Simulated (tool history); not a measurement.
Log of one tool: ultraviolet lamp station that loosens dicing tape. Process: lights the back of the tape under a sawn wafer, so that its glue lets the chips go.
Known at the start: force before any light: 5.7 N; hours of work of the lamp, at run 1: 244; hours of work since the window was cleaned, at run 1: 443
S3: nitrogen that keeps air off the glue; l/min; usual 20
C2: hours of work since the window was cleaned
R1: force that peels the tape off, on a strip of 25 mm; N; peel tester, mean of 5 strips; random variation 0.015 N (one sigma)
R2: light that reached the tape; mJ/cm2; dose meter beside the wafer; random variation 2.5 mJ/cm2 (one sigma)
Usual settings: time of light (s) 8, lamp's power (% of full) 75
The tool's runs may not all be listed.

{"run": 1, "hour": 0.0, "time of light (s)": 8, "lamp's power (% of full)": 75, "S3": 20, "hours of work of the lamp": 244, "C2": 443, "R1": 0.857, "R2": 276}
{"run": 2, "hour": 9.9, "time of light (s)": 8, "lamp's power (% of full)": 75, "S3": 20, "hours of work of the lamp": 250, "C2": 449, "R1": 0.862, "R2": 271}
{"run": 3, "hour": 18.7, "time of light (s)": 8, "lamp's power (% of full)": 84, "S3": 20, "hours of work of the lamp": 255, "C2": 454, "R1": 0.721, "R2": 303}
{"run": 4, "hour": 26.5, "time of light (s)": 8, "lamp's power (% of full)": 84, "S3": 20, "hours of work of the lamp": 260, "C2": 458, "R1": 0.703, "R2": 307}
{"run": 5, "hour": 37.9, "time of light (s)": 8, "lamp's power (% of full)": 84, "S3": 20, "hours of work of the lamp": 266, "C2": 465, "R1": 0.687, "R2": 303}
{"run": 6, "hour": 46.8, "time of light (s)": 8, "lamp's power (% of full)": 84, "S3": 20, "hours of work of the lamp": 272, "C2": 470, "R1": 0.705, "R2": 302}
{"run": 7, "hour": 56.4, "time of light (s)": 8, "lamp's power (% of full)": 84, "S3": 20, "hours of work of the lamp": 277, "C2": 476, "R1": 0.729, "R2": 305}
{"run": 8, "hour": 62.7, "time of light (s)": 8, "lamp's power (% of full)": 84, "S3": 20, "hours of work of the lamp": 281, "C2": 480, "R1": 0.724, "R2": 305}
{"run": 9, "hour": 70.2, "time of light (s)": 8, "lamp's power (% of full)": 84, "S3": 20, "hours of work of the lamp": 285, "C2": 484, "R1": 0.716, "R2": 305}
{"run": 10, "hour": 80.0, "time of light (s)": 8, "lamp's power (% of full)": 75, "S3": 20, "hours of work of the lamp": 291, "C2": 490, "R1": 0.874, "R2": 268}
{"run": 11, "hour": 90.1, "time of light (s)": 8, "lamp's power (% of full)": 75, "S3": 20, "hours of work of the lamp": 297, "C2": 496, "R1": 0.869, "R2": 274}
{"run": 12, "hour": 99.8, "time of light (s)": 8, "lamp's power (% of full)": 75, "S3": 20, "hours of work of the lamp": 303, "C2": 501, "R1": 0.905, "R2": 267}
{"run": 13, "hour": 107.5, "time of light (s)": 8, "lamp's power (% of full)": 93, "S3": 20, "hours of work of the lamp": 307, "C2": 506, "R1": 0.591, "R2": 334}
{"run": 14, "hour": 118.3, "time of light (s)": 8, "lamp's power (% of full)": 93, "S3": 20, "hours of work of the lamp": 313, "C2": 512, "R1": 0.605, "R2": 336}
{"run": 15, "hour": 125.5, "time of light (s)": 8, "lamp's power (% of full)": 93, "S3": 20, "hours of work of the lamp": 318, "C2": 516, "R1": 0.586, "R2": 336}
{"run": 16, "hour": 132.4, "time of light (s)": 8, "lamp's power (% of full)": 93, "S3": 20, "hours of work of the lamp": 322, "C2": 520, "R1": 0.59, "R2": 331}
{"run": 17, "hour": 140.1, "time of light (s)": 8, "lamp's power (% of full)": 86, "S3": 9, "hours of work of the lamp": 326, "C2": 525, "R1": 1.149, "R2": 307}
{"run": 18, "hour": 150.5, "time of light (s)": 10, "lamp's power (% of full)": 86, "S3": 6, "hours of work of the lamp": 332, "C2": 531, "R1": 1.073, "R2": 384}
{"run": 19, "hour": 156.5, "time of light (s)": 10, "lamp's power (% of full)": 86, "S3": 6, "hours of work of the lamp": 336, "C2": 534, "R1": 1.025, "R2": 386}
{"run": 20, "hour": 165.6, "time of light (s)": 10, "lamp's power (% of full)": 86, "S3": 6, "hours of work of the lamp": 341, "C2": 540, "R1": 1.054, "R2": 381}
{"run": 21, "hour": 176.0, "time of light (s)": 11, "lamp's power (% of full)": 86, "S3": 9, "hours of work of the lamp": 347, "C2": 546, "R1": 0.673, "R2": 421}
{"run": 22, "hour": 186.3, "time of light (s)": 11, "lamp's power (% of full)": 86, "S3": 9, "hours of work of the lamp": 353, "C2": 552, "R1": 0.671, "R2": 425}
{"run": 23, "hour": 191.2, "time of light (s)": 11, "lamp's power (% of full)": 86, "S3": 9, "hours of work of the lamp": 356, "C2": 555, "R1": 0.699, "R2": 423}
{"run": 24, "hour": 201.2, "time of light (s)": 14, "lamp's power (% of full)": 86, "S3": 15, "hours of work of the lamp": 362, "C2": 560, "R1": 0.244, "R2": 530}
{"run": 25, "hour": 209.9, "time of light (s)": 8, "lamp's power (% of full)": 86, "S3": 20, "hours of work of the lamp": 367, "C2": 566, "R1": 0.705, "R2": 306}
{"run": 26, "hour": 219.6, "time of light (s)": 8, "lamp's power (% of full)": 99, "S3": 20, "hours of work of the lamp": 373, "C2": 571, "R1": 0.552, "R2": 349}
{"run": 27, "hour": 226.4, "time of light (s)": 8, "lamp's power (% of full)": 99, "S3": 20, "hours of work of the lamp": 377, "C2": 575, "R1": 0.533, "R2": 350}
{"hour": 227.6, "done": "window cleaned of glue's vapour"}
{"run": 28, "hour": 237.2, "time of light (s)": 8, "lamp's power (% of full)": 75, "S3": 23, "hours of work of the lamp": 383, "C2": 6, "R1": 0.749, "R2": 280}
{"run": 29, "hour": 243.5, "time of light (s)": 8, "lamp's power (% of full)": 66, "S3": 23, "hours of work of the lamp": 386, "C2": 9, "R1": 0.948, "R2": 248}
{"run": 30, "hour": 249.4, "time of light (s)": 8, "lamp's power (% of full)": 66, "S3": 23, "hours of work of the lamp": 390, "C2": 13, "R1": 0.962, "R2": 246}
{"run": 31, "hour": 258.0, "time of light (s)": 5, "lamp's power (% of full)": 75, "S3": 8, "hours of work of the lamp": 395, "C2": 18, "R1": 2.375, "R2": 176}
{"run": 32, "hour": 265.3, "time of light (s)": 5, "lamp's power (% of full)": 75, "S3": 8, "hours of work of the lamp": 399, "C2": 22, "R1": 2.43, "R2": 174}

Hidden state or all else? Some run-to-run changes of R1, split into what the settings, what came in and random variation would give without the hidden state, and what is left for the hidden state (with any gauge scatter that isn't in both results):
The hidden state here: lamp's light, % of a new lamp's; light that the window lets through, % of a clean one's; drift of the gauge itself on peel_n, %; drift of the gauge itself on dose_mj_cm2, %.
Run 16 -> 17: lamp's power (% of full) 93 -> 86, S3 20 -> 9. R1 +0.559 N: hidden state +0.066, all else +0.493.
Run 23 -> 24: time of light (s) 11 -> 14, S3 9 -> 15. R1 -0.455 N: hidden state -0.090, all else -0.365.
Run 24 -> 25: time of light (s) 14 -> 8, S3 15 -> 20. R1 +0.461 N: hidden state +0.092, all else +0.369.
Run 30 -> 31: time of light (s) 8 -> 5, lamp's power (% of full) 66 -> 75, S3 23 -> 8. R1 +1.413 N: hidden state +0.037, all else +1.376.
